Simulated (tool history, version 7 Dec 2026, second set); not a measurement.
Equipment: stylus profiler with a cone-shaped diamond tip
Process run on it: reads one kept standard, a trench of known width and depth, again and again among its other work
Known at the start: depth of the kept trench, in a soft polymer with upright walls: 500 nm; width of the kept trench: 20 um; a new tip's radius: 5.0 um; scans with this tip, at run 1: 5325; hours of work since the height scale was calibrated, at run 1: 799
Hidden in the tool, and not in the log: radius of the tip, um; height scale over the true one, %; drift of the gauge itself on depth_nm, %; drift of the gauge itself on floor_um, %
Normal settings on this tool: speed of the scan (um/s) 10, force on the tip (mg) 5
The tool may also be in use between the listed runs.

| run | day | speed of the scan (um/s) | force on the tip (mg) | scans with this tip | hours of work since the height scale was calibrated | depth of the trench (nm) | width of the trench's floor (µm) |
|---|---|---|---|---|---|---|---|
| 1 | 0 | 10 | 5 | 5325 | 799 | 502.53 | 14.26 |
| 2 | 1.121 | 10 | 5 | 5454 | 818 | 502.24 | 14.34 |
| 3 | 2.162 | 10 | 3.39 | 5575 | 836 | 501.45 | 14.19 |
| 4 | 3.292 | 10 | 3.39 | 5705 | 856 | 501.25 | 14.18 |
| 5 | 4.088 | 10 | 5 | 5797 | 870 | 502.39 | 14.26 |
| 6 | 5.204 | 10 | 5 | 5926 | 889 | 502.02 | 14.24 |
| 7 | 5.975 | 10 | 5 | 6014 | 902 | 502.28 | 14.14 |
| 8 | 7.062 | 10 | 5 | 6140 | 921 | 502.1 | 14.15 |
| 9 | 8.171 | 11 | 5 | 6268 | 940 | 502.31 | 14.12 |
| 10 | 8.733 | 10 | 5 | 6333 | 950 | 502.29 | 14.14 |
| 11 | 9.404 | 10 | 5 | 6410 | 962 | 502.18 | 14.11 |
| 12 | 10.008 | 10 | 5 | 6480 | 972 | 501.84 | 14.05 |
| 13 | 10.738 | 10 | 5 | 6564 | 985 | 502.14 | 14.08 |
| 14 | 11.704 | 10 | 5 | 6676 | 1001 | 501.96 | 14.07 |
| 15 | 12.354 | 10 | 5 | 6751 | 1013 | 502.22 | 14.03 |
| 16 | 13 | 10 | 5 | 6826 | 1024 | 501.98 | 14.06 |
| 17 | 13.542 | 10 | 5 | 6888 | 1033 | 501.99 | 14.06 |
| 18 | 14.642 | 10 | 7.69 | 7015 | 1052 | 503.56 | 13.98 |
| 19 | 15.221 | 10 | 7.69 | 7082 | 1062 | 503.41 | 13.97 |
| 20 | 16.2 | 33 | 5 | 7195 | 1079 | 501.73 | 13.88 |
| 21 | 17.1 | 33 | 10.86 | 7299 | 1095 | 504.75 | 13.9 |
| 22 | 17.725 | 10 | 4.2 | 7371 | 1106 | 501.45 | 13.95 |
| 23 | 18.542 | 10 | 4.2 | 7465 | 1120 | 501.62 | 13.9 |
| 24 | 19.358 | 22 | 5 | 7560 | 1134 | 501.58 | 13.83 |
| 25 | 20.212 | 8 | 5.13 | 7659 | 1149 | 501.77 | 13.89 |
| 26 | 20.904 | 8 | 5.13 | 7739 | 1161 | 501.81 | 13.87 |
| 27 | 21.7 | 9 | 5 | 7830 | 1175 | 501.69 | 13.8 |
| 28 | 22.371 | 9 | 5 | 7908 | 1186 | 501.38 | 13.8 |
| 29 | 23.088 | 32 | 5.73 | 7991 | 1199 | 501.99 | 13.77 |
| 30 | 23.7 | 10 | 5.82 | 8061 | 1209 | 502.21 | 13.78 |
| 31 | 24.608 | 14 | 5.14 | 8166 | 1225 | 501.97 | 13.83 |
| 32 | 25.733 | 5 | 11.27 | 8296 | 1244 | 504.52 | 13.76 |
| 33 | 26.488 | 5 | 11.27 | 8383 | 1258 | 504.71 | 13.74 |
| 34 | 27.642 | 4 | 5.29 | 8516 | 1277 | 501.61 | 13.7 |
| 35 | 28.408 | 4 | 2.42 | 8605 | 1291 | 499.9 | 13.64 |
| 36 | 29.462 | 4 | 2.42 | 8726 | 1309 | 499.51 | 13.68 |
| 37 | 30.358 | 7 | 3.44 | 8830 | 1325 | 500.33 | 13.65 |
| 38 | 31.158 | 7 | 3.44 | 8922 | 1338 | 500.37 | 13.65 |
| 39 | 31.658 | 7 | 3.44 | 8980 | 1347 | 500.26 | 13.64 |
| 40 | 32.542 | 3 | 7.77 | 9082 | 1362 | 502.66 | 13.64 |
| 41 | 33.438 | 3 | 7.77 | 9185 | 1378 | 502.83 | 13.61 |
| 42 | 34.046 | 11 | 7.77 | 9255 | 1388 | 502.86 | 13.58 |
| 43 | 34.538 | 10 | 7.44 | 9313 | 1397 | 502.71 | 13.59 |
| 44 | 35.471 | 3 | 5 | 9420 | 1413 | 501.04 | 13.55 |
| 45 | 36.496 | 3 | 5 | 9538 | 1431 | 501.03 | 13.55 |
| 46 | 37.25 | 32 | 7.79 | 9626 | 1444 | 502.58 | 13.5 |

Below are 3 alternative next runs, each starting from the tool's condition after run 46. Predict each:
| A | 37.746 | 3 | 3.46 | 9683 | 1452 | ? | ? |
| B | 37.746 | 27 | 2.08 | 9683 | 1452 | ? | ? |
| C | 37.746 | 3 | 5.51 | 9683 | 1452 | ? | ? |

| run | depth of the trench (nm) | width of the trench's floor (µm) |
|---|---|---|
| A | 500.15 | 13.53 |
| B | 499.16 | 13.53 |
| C | 501.57 | 13.52 |
With the hidden condition removed and each run's random variation left untouched, the same runs would have given:
| run | depth of the trench (nm) | width of the trench's floor (µm) |
|---|---|---|
| A | 503.54 | 15.64 |
| B | 502.55 | 15.64 |
| C | 504.97 | 15.63 |

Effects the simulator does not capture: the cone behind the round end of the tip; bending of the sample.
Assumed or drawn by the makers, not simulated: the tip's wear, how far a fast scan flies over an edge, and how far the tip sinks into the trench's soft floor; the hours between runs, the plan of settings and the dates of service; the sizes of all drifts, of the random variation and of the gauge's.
